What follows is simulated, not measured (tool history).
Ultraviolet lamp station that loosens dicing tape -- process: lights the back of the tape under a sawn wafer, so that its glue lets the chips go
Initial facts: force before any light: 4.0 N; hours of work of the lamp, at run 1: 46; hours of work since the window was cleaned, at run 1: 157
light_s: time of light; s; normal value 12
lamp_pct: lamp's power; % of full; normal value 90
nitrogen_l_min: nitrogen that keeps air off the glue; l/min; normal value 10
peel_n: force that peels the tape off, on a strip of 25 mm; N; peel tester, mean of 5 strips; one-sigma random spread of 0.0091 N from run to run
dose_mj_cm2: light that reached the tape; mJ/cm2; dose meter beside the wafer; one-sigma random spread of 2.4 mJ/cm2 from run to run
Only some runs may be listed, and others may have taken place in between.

run   hour  light_s  lamp_pct  nitrogen_l_min  hours of work of the lamp  hours of work since the window was cleaned  peel_n  dose_mj_cm2
  1      0       12        90              10                         46                                         157   0.428          253
  2   16.3       12        90              17                         56                                         166    0.37          248
  3   31.7       12        90              10                         64                                         175   0.461          250
  4   56.8       12        90              10                         79                                         190   0.468          245
  5   78.1       12        90               7                         91                                         202   0.532          240
  6   99.8       12        90               7                        104                                         214   0.541          239
  7  120.3       12        76              10                        115                                         226   0.675          198
  8  132.8       16        90              10                        123                                         233   0.275          318
  9  144.5       16        90              10                        129                                         240   0.275          319
 10  165.6       16        90              10                        141                                         252   0.279          310
 11  177.6       16        70              10                        148                                         259    0.47          244
 12  199.3       16        70              10                        161                                         271   0.472          242
 13  227.1       16        70              10                        177                                         287   0.491          235
 14  254.6       11        90              10                        193                                         303   0.645          206
 15  278.5       12        90              10                        206                                         317   0.564          223
 16  302.5       12        90               3                        220                                         331   0.901          220
 17  316.3       12        90              10                        228                                         339   0.551          220
 18  330.4       12        90              10                        236                                         347   0.617          218
 19  350.1       12        90              10                        247                                         358   0.587          217
 20  365.4       12        90              10                        256                                         367    0.61          215
 21  379.9       12        95              10                        265                                         375    0.56          224
 22    401       12        95              10                        277                                         387   0.556          224
 23  428.3       12        95              10                        292                                         403   0.554          219
 24    453       12        95              10                        307                                         417   0.572          217
 25  470.6        9        90              19                        317                                         427   0.871          154
 26  498.3       15        90               8                        333                                         443   0.487          249
 27  524.2       11        68              14                        348                                         458   1.064          140
 28  544.2        9        67               9                        359                                         470   1.538          108
 29  571.8       23        67              10                        375                                         486   0.362          279
 30    585       23        67              10                        382                                         493   0.357          279
 31  605.8       23        67              10                        394                                         505   0.368          275
 32  623.7       12        62               6                        405                                         515   1.373          129
 33  648.3       12        62               6                        419                                         529   1.405          129
 34  663.2       12        62               6                        427                                         538   1.428          128
 35  683.6       12        71              15                        439                                         550   0.975          145
 36  697.6       12        71              15                        447                                         558   0.974          147
 37    717       16        74              17                        458                                         569   0.575          197
 38  730.6       17        65               7                        466                                         577   0.842          185
 39  748.3       16        99               6                        476                                         587   0.496          266
 40  760.7        9        72               5                        483                                         594    1.71          109
 41  783.5        6        65               6                        497                                         607   2.428           61
 42  805.7        6        65               6                        509                                         620   2.403           65

For some of the steps in peel_n from one run to the next: how much would appear even if the tool had no hidden state, given the settings, what came in and random variation, and how much remains for the hidden state plus any gauge scatter that the measured result and the result without hidden state don't share?
Hidden conditions of the tool in this case: lamp's light, % of a new lamp's; light that the window lets through, % of a clean one's; drift of the gauge itself on peel_n, %; drift of the gauge itself on dose_mj_cm2, %.
Run 28 -> 29: light_s 9 -> 23, nitrogen_l_min 9 -> 10. peel_n -1.176 N: hidden state -0.27, all else -0.906.
Run 31 -> 32: light_s 23 -> 12, lamp_pct 67 -> 62, nitrogen_l_min 10 -> 6. peel_n +1.005 N: hidden state +0.279, all else +0.726.
Run 39 -> 40: light_s 16 -> 9, lamp_pct 99 -> 72, nitrogen_l_min 6 -> 5. peel_n +1.214 N: hidden state +0.299, all else +0.915.
